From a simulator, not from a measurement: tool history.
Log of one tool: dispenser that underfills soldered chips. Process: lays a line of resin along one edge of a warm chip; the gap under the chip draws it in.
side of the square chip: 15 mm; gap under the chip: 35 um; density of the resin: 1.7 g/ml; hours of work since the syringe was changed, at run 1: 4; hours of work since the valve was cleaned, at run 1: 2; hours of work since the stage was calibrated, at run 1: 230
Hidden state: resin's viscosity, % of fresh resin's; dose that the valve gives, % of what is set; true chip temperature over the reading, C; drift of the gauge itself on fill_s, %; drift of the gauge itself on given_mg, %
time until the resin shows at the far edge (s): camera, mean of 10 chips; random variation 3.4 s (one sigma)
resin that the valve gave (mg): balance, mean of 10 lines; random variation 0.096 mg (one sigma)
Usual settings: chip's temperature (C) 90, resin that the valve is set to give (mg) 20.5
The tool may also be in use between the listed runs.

run	hour	chip's temperature (C)	resin that the valve is set to give (mg)	hours of work since the syringe was changed	hours of work since the valve was cleaned	hours of work since the stage was calibrated	time until the resin shows at the far edge (s)	resin that the valve gave (mg)
1	0.0	90	20.5	4	2	230	485.2	20.45
# hour 4.8: new syringe of resin
2	7.7	90	20.5	2	8	236	429.3	20.32
# hour 15.6: new syringe of resin
3	17.4	90	20.5	1	15	243	392.8	20.37
# hour 25.8: new syringe of resin
4	27.1	90	20.5	1	22	250	376.9	20.30
# hour 36.0: new syringe of resin
5	38.5	90	20.5	2	30	259	402.1	19.91
# hour 46.3: new syringe of resin
6	48.8	90	20.5	2	38	266	419.7	19.81
# hour 56.8: new syringe of resin
7	56.8	90	20.5	0	43	272	348.1	19.76

Run 8 comes next. What will it give?
8	64.2	90	20.5	6	49	277	?	?

time until the resin shows at the far edge (s): 560.4
resin that the valve gave (mg): 19.38
Without the tool's hidden state the same run would have given time until the resin shows at the far edge (s) 335.2, resin that the valve gave (mg) 20.34.
